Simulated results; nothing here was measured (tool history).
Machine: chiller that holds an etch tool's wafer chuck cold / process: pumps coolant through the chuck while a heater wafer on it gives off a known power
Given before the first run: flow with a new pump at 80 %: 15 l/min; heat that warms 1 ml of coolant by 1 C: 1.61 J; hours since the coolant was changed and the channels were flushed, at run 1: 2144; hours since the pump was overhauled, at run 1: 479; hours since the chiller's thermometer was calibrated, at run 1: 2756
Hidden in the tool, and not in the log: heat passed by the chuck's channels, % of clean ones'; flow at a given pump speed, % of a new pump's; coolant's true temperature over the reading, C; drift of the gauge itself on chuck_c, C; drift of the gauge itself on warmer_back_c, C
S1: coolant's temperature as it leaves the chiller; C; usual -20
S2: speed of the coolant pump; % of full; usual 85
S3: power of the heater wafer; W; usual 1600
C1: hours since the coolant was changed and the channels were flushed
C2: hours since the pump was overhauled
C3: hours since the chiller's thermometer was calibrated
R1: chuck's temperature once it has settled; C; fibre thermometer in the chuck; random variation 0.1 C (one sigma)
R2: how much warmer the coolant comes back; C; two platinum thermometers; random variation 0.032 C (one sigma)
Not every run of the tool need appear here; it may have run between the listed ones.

{"run": 1, "hour": 0.0, "S1": -20, "S2": 85, "S3": 1600, "C1": 2144, "C2": 479, "C3": 2756, "R1": -7.8, "R2": 3.8}
{"run": 2, "hour": 198.9, "S1": -20, "S2": 88, "S3": 1600, "C1": 2343, "C2": 678, "C3": 2955, "R1": -8.2, "R2": 3.61}
{"run": 3, "hour": 284.4, "S1": -20, "S2": 85, "S3": 908, "C1": 2429, "C2": 763, "C3": 3040, "R1": -12.7, "R2": 2.16}
{"run": 4, "hour": 479.6, "S1": -20, "S2": 67, "S3": 908, "C1": 2624, "C2": 959, "C3": 3235, "R1": -11.4, "R2": 2.79}
{"run": 5, "hour": 660.6, "S1": -20, "S2": 67, "S3": 908, "C1": 2805, "C2": 1140, "C3": 3416, "R1": -11.4, "R2": 2.8}
{"run": 6, "hour": 773.5, "S1": -21, "S2": 85, "S3": 1600, "C1": 2918, "C2": 1253, "C3": 3529, "R1": -8.4, "R2": 3.77}
{"run": 7, "hour": 863.6, "S1": -21, "S2": 85, "S3": 1600, "C1": 3008, "C2": 1343, "C3": 3619, "R1": -8.4, "R2": 3.82}
{"run": 8, "hour": 1021.6, "S1": -20, "S2": 85, "S3": 1600, "C1": 3166, "C2": 1501, "C3": 3777, "R1": -7.4, "R2": 3.81}
{"hour": 1032.6, "done": "chiller's thermometer calibrated"}
{"run": 9, "hour": 1138.8, "S1": -20, "S2": 85, "S3": 1600, "C1": 3282, "C2": 1617, "C3": 106, "R1": -7, "R2": 3.89}
{"run": 10, "hour": 1289.5, "S1": -17, "S2": 80, "S3": 1600, "C1": 3433, "C2": 1768, "C3": 257, "R1": -3.2, "R2": 4.12}
{"run": 11, "hour": 1469.9, "S1": -20, "S2": 75, "S3": 888, "C1": 3613, "C2": 1948, "C3": 437, "R1": -11.6, "R2": 2.48}
{"run": 12, "hour": 1581.6, "S1": -20, "S2": 75, "S3": 1582, "C1": 3725, "C2": 2060, "C3": 549, "R1": -5.9, "R2": 4.34}
{"run": 13, "hour": 1716.0, "S1": -20, "S2": 75, "S3": 1582, "C1": 3859, "C2": 2194, "C3": 683, "R1": -5.6, "R2": 4.37}
{"run": 14, "hour": 1821.7, "S1": -20, "S2": 75, "S3": 1582, "C1": 3965, "C2": 2300, "C3": 789, "R1": -5.7, "R2": 4.35}
{"run": 15, "hour": 2024.3, "S1": -20, "S2": 75, "S3": 1582, "C1": 4168, "C2": 2502, "C3": 992, "R1": -5.6, "R2": 4.41}
{"hour": 2097.3, "done": "chiller's thermometer calibrated, once more"}
{"run": 16, "hour": 2167.1, "S1": -25, "S2": 85, "S3": 2081, "C1": 4310, "C2": 2644, "C3": 70, "R1": -9, "R2": 5.03}
{"run": 17, "hour": 2298.6, "S1": -20, "S2": 65, "S3": 1737, "C1": 4441, "C2": 2776, "C3": 201, "R1": -3.3, "R2": 5.66}
{"run": 18, "hour": 2486.4, "S1": -20, "S2": 66, "S3": 2211, "C1": 4629, "C2": 2964, "C3": 389, "R1": 1.1, "R2": 7.15}

Measured less the same run without the tool's hidden state. The same run-to-run variation is in both; the gauge's scatter may not be:
run=1 R1=+0.7 R2=+0.04
run=2 R1=+0.7 R2=+0.05
run=3 R1=+0.6 R2=+0.03
run=4 R1=+0.8 R2=+0.05
run=5 R1=+0.8 R2=+0.06
run=6 R1=+1 R2=+0.08
run=7 R1=+1 R2=+0.09
run=8 R1=+1.1 R2=+0.09
run=9 R1=+1.4 R2=+0.11
run=10 R1=+1.6 R2=+0.13
run=11 R1=+1.3 R2=+0.08
run=12 R1=+1.6 R2=+0.15
run=13 R1=+1.7 R2=+0.16
run=14 R1=+1.8 R2=+0.17
run=15 R1=+1.9 R2=+0.19
run=16 R1=+1.3 R2=+0.22
run=17 R1=+1.3 R2=+0.25
run=18 R1=+1.8 R2=+0.35
